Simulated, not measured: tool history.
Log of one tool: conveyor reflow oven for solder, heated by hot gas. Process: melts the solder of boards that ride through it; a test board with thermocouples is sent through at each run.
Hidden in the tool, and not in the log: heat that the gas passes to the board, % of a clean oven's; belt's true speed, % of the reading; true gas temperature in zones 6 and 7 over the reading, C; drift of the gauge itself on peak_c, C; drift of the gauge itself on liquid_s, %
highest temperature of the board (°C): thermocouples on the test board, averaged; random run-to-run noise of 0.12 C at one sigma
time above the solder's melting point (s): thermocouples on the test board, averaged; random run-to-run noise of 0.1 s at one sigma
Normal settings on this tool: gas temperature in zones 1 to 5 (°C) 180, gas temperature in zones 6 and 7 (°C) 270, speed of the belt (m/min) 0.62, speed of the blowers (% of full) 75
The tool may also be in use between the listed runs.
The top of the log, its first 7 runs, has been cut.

run,hour,gas temperature in zones 1 to 5 (°C),gas temperature in zones 6 and 7 (°C),speed of the belt (m/min),speed of the blowers (% of full),hours of work since the flux was cleaned out,hours of work since the belt drive was overhauled,hours of work since the thermocouples were changed,highest temperature of the board (°C),time above the solder's melting point (s)
8,172.5,180,270,0.62,75,188,551,384,255.3,62.3
9,190.9,180,270,0.62,75,201,564,397,255.2,62.3
10,214.6,180,270,0.62,75,218,580,413,255,62.3
11,231.4,180,270,0.62,75,230,592,425,255,62
# hour 257.5: flux residue cleaned out of gas plates and filters
12,258.1,180,266,0.62,75,0,608,441,251.1,58.9
13,290.2,180,270,0.62,69,23,630,463,253.2,60.2
14,305.1,180,270,0.62,88,34,641,474,256,63
15,335.8,180,270,0.62,88,55,663,496,255.9,62.7
16,360.8,180,270,0.62,88,73,680,513,255.4,62.7
17,381.3,188,270,0.62,65,88,695,528,253.7,64

What will run 18 give?
18,401.8,179,264,0.527,75,102,709,542,?,?

Run 18 came out at highest temperature of the board (°C) 253.1, time above the solder's melting point (s) 72.3.
With the hidden condition absent and the run-to-run variation left alone, this run would have shown highest temperature of the board (°C) 254.7, time above the solder's melting point (s) 73.9.
